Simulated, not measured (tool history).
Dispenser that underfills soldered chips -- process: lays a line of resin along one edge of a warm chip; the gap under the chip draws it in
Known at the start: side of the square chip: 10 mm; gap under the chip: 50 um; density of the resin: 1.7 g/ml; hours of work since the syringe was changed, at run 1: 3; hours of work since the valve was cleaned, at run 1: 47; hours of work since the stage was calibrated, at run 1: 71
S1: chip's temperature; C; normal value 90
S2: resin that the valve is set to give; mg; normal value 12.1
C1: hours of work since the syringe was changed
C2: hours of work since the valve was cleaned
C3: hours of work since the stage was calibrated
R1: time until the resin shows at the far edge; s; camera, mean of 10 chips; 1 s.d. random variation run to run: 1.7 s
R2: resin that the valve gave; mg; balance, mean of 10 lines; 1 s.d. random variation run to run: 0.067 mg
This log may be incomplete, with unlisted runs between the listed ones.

run	day	S1	S2	C1	C2	C3	R1	R2
1	0	90	12.1	3	47	71	215	11.73
# day 0.142: new syringe of resin
2	0.217	90	12.1	1	51	75	196.9	11.64
3	0.383	90	12.1	4	54	78	240.9	11.79
# day 0.475: new syringe of resin
4	0.583	90	12.1	2	57	81	196.2	11.71
5	0.679	103	12.1	4	59	83	142.7	11.64
# day 0.804: new syringe of resin
6	0.854	90	12.1	1	62	86	184.7	11.6
7	1.021	95	12.1	4	65	88	190	11.51
# day 1.129: new syringe of resin
8	1.146	90	12.1	0	67	90	175.1	11.59
# day 1.246: dispensing valve cleaned and set on the balance
9	1.304	90	12.1	2	1	93	202.6	12.05
10	1.421	90	12.1	4	3	95	230.4	11.97
# day 1.496: new syringe of resin
11	1.617	90	12.1	2	6	98	198.6	12
12	1.788	90	12.1	5	9	101	249.6	11.97
# day 1.812: new syringe of resin
13	2	90	12.1	3	13	104	217	12.08
# day 2.138: new syringe of resin
14	2.233	90	12.1	2	17	108	193.9	11.89
15	2.354	84	13.6	4	19	110	279.7	13.39
# day 2.475: new syringe of resin
16	2.504	103	10.8	1	21	113	117.4	10.67
17	2.675	90	15	3	24	116	213.3	14.79
# day 2.796: new syringe of resin
18	2.8	92	14.4	0	26	118	156.5	14.18
19	2.979	105	12.3	3	29	121	129.2	12.17
# day 3.117: new syringe of resin
20	3.162	81	15.6	1	32	124	249.7	15.28
21	3.317	81	15.6	3	35	126	299.5	15.3
# day 3.446: new syringe of resin
22	3.488	81	15.6	1	38	129	238.9	15.22
23	3.575	81	15.6	2	39	131	272.2	15.21
24	3.721	81	15.6	5	42	133	327.9	15.21
# day 3.762: new syringe of resin
25	3.838	86	11.4	1	44	135	225.9	11.2
26	4.029	81	12	5	47	138	338.1	11.58
# day 4.088: new syringe of resin
27	4.204	95	11.1	2	50	141	172.6	10.89

4 options for the next run, each taken on its own from the tool as it stands now. Forecast them:
A	4.358	103	13.3	5	53	144	?	?
B	4.358	84	13.7	5	53	144	?	?
C	4.358	103	15.2	5	53	144	?	?
D	4.358	90	10.3	5	53	144	?	?

run	R1	R2
A	149.5	12.8
B	300.1	13.21
C	147.2	14.68
D	258.2	10.04
Had the tool no hidden state, the same runs would have come out as:
run	R1	R2
A	106.3	13.22
B	213.3	13.65
C	104.9	15.16
D	181.8	10.36
